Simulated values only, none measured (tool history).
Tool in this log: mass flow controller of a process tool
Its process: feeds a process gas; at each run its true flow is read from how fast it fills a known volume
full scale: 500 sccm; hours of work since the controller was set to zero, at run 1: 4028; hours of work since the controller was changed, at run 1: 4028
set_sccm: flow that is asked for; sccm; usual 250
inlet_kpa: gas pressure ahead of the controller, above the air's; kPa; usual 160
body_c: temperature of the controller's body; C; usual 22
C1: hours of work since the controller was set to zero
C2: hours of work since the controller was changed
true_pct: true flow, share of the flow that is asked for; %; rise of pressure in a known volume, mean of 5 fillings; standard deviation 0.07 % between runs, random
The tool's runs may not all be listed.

Run 1, hour 0: usual settings; C1 4028; C2 4028. Result: true_pct 98.86 %.
Run 2, hour 96: usual settings but inlet_kpa 200 kPa; C1 4078; C2 4078. Result: true_pct 99.22 %.
Run 3, hour 146: usual settings but body_c 38 C; C1 4105; C2 4105. Result: true_pct 100.47 %.
Run 4, hour 237: usual settings but body_c 38 C; C1 4153; C2 4153. Result: true_pct 100.62 %.
Run 5, hour 313.3: usual settings but body_c 38 C; C1 4193; C2 4193. Result: true_pct 100.48 %.
Run 6, hour 365.6: usual settings; C1 4220; C2 4220. Result: true_pct 99 %.
Run 7, hour 470: usual settings; C1 4275; C2 4275. Result: true_pct 98.86 %.
Run 8, hour 518.4: usual settings but body_c 31 C; C1 4301; C2 4301. Result: true_pct 99.72 %.
Run 9, hour 625.2: usual settings but body_c 31 C; C1 4357; C2 4357. Result: true_pct 99.68 %.
Run 10, hour 712: usual settings but body_c 31 C; C1 4403; C2 4403. Result: true_pct 99.75 %.
Run 11, hour 772.9: usual settings; C1 4435; C2 4435. Result: true_pct 98.83 %.
Run 12, hour 818.1: usual settings; C1 4459; C2 4459. Result: true_pct 98.99 %.
Run 13, hour 878.5: usual settings; C1 4491; C2 4491. Result: true_pct 98.96 %.
Run 14, hour 939.2: usual settings; C1 4523; C2 4523. Result: true_pct 98.88 %.
Run 15, hour 1009.3: usual settings; C1 4560; C2 4560. Result: true_pct 98.84 %.
Run 16, hour 1057.3: usual settings but inlet_kpa 250 kPa, body_c 37 C; C1 4585; C2 4585. Result: true_pct 101.03 %.
Run 17, hour 1140.9: usual settings but set_sccm 80 sccm, inlet_kpa 250 kPa, body_c 37 C; C1 4629; C2 4629. Result: true_pct 100.59 %.
Run 18, hour 1203.5: usual settings but set_sccm 80 sccm, inlet_kpa 152 kPa, body_c 33 C; C1 4662; C2 4662. Result: true_pct 99.62 %.
Run 19, hour 1269.4: usual settings but set_sccm 237 sccm, inlet_kpa 260 kPa, body_c 38 C; C1 4697; C2 4697. Result: true_pct 101.11 %.
Run 20, hour 1317.1: usual settings but set_sccm 140 sccm, inlet_kpa 243 kPa; C1 4722; C2 4722. Result: true_pct 99.15 %.
Run 21, hour 1373.7: usual settings but set_sccm 352 sccm, inlet_kpa 243 kPa; C1 4752; C2 4752. Result: true_pct 99.63 %.
Run 22, hour 1424.6: usual settings but set_sccm 236 sccm, inlet_kpa 243 kPa, body_c 38 C; C1 4779; C2 4779. Result: true_pct 100.86 %.
Run 23, hour 1516.3: usual settings but set_sccm 236 sccm, inlet_kpa 243 kPa, body_c 38 C; C1 4827; C2 4827. Result: true_pct 100.76 %.
Run 24, hour 1588.5: usual settings but set_sccm 235 sccm, inlet_kpa 153 kPa, body_c 29 C; C1 4865; C2 4865. Result: true_pct 99.41 %.
Run 25, hour 1645.8: usual settings but set_sccm 160 sccm, body_c 35 C; C1 4896; C2 4896. Result: true_pct 100.04 %.
Run 26, hour 1715: usual settings but set_sccm 410 sccm, inlet_kpa 211 kPa, body_c 26 C; C1 4932; C2 4932. Result: true_pct 99.94 %.
Run 27, hour 1790.7: usual settings but set_sccm 69 sccm, inlet_kpa 142 kPa; C1 4972; C2 4972. Result: true_pct 98.31 %.
Run 28, hour 1886.4: usual settings but set_sccm 213 sccm, inlet_kpa 216 kPa, body_c 28 C; C1 5023; C2 5023. Result: true_pct 99.79 %.

Here are 5 independent what-if runs from the current tool condition. What would each one return?
Run A, hour 1985.6: usual settings but set_sccm 277 sccm, inlet_kpa 216 kPa, body_c 29 C; C1 5075; C2 5075. Result: true_pct ?.
Run B, hour 1985.6: usual settings but body_c 35 C; C1 5075; C2 5075. Result: true_pct ?.
Run C, hour 1985.6: usual settings but set_sccm 213 sccm, inlet_kpa 216 kPa, body_c 23 C; C1 5075; C2 5075. Result: true_pct ?.
Run D, hour 1985.6: usual settings but set_sccm 237 sccm, body_c 35 C; C1 5075; C2 5075. Result: true_pct ?.
Run E, hour 1985.6: usual settings but set_sccm 186 sccm, inlet_kpa 167 kPa, body_c 28 C; C1 5075; C2 5075. Result: true_pct ?.

run  true_pct
  A    100.12
  B    100.18
  C     99.25
  D     100.2
  E     99.36
What these runs would have given with no unlogged condition in the tool:
run  true_pct
  A    100.13
  B     100.2
  C     99.26
  D    100.21
  E     99.38
